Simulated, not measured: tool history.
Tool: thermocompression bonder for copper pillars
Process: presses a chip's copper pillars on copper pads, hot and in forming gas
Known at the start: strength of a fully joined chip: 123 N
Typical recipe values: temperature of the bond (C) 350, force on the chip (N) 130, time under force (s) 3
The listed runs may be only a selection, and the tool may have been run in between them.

run,hour,temperature of the bond (C),force on the chip (N),time under force (s),force that shears a chip off (N)
1,0,350,130,3,92.3
2,47.9,350,130,3,92.3
3,83.5,350,130,3,90
4,113.1,350,130,3,93.6
5,138.3,350,130,3,91.4
6,186.1,350,130,3,92.7
7,231.2,350,130,3,95.3
8,254.7,350,130,4,103.3
9,290.3,350,130,3,97.9
10,321.4,322,130,3,76.9
11,349.3,333,130,3,79.2
12,379.9,358,130,4,99.9
13,414.5,347,88,2,67
14,442.5,350,130,2,82.7
15,480.1,350,130,2,82.7
16,508.6,350,130,2,81.9
17,559.1,358,108,3,89.6
18,589.9,350,149,3,97.5

Withheld: 3 entries from between the runs. Position of each, and hidden state at the listed run before versus the listed run after:
In the gap between runs 6 and 7: forming gas filter changed (hour 209.6)
  true temperature of the bond over the reading, C: 5.3 -> 5.7; force that reaches the chip, % of what is set: 105.5 -> 105.7; oxide that the forming gas leaves, % of the face: 4.15 -> 0.65
  measured less the result without the state, force that shears a chip off (N): +2 -> +5.7
In the gap between runs 7 and 8: heater calibrated with a thermocouple chip (hour 237.8)
  true temperature of the bond over the reading, C: 5.7 -> 6.5; force that reaches the chip, % of what is set: 105.7 -> 105.8; oxide that the forming gas leaves, % of the face: 0.65 -> 0.75
  measured less the result without the state, force that shears a chip off (N): +5.7 -> +5.7
In the gap between runs 10 and 11: heater calibrated with a thermocouple chip, once more (hour 337.9)
  true temperature of the bond over the reading, C: 7 -> -0.7; force that reaches the chip, % of what is set: 106.1 -> 106.2; oxide that the forming gas leaves, % of the face: 1.08 -> 1.23
  measured less the result without the state, force that shears a chip off (N): +7.3 -> +1.3

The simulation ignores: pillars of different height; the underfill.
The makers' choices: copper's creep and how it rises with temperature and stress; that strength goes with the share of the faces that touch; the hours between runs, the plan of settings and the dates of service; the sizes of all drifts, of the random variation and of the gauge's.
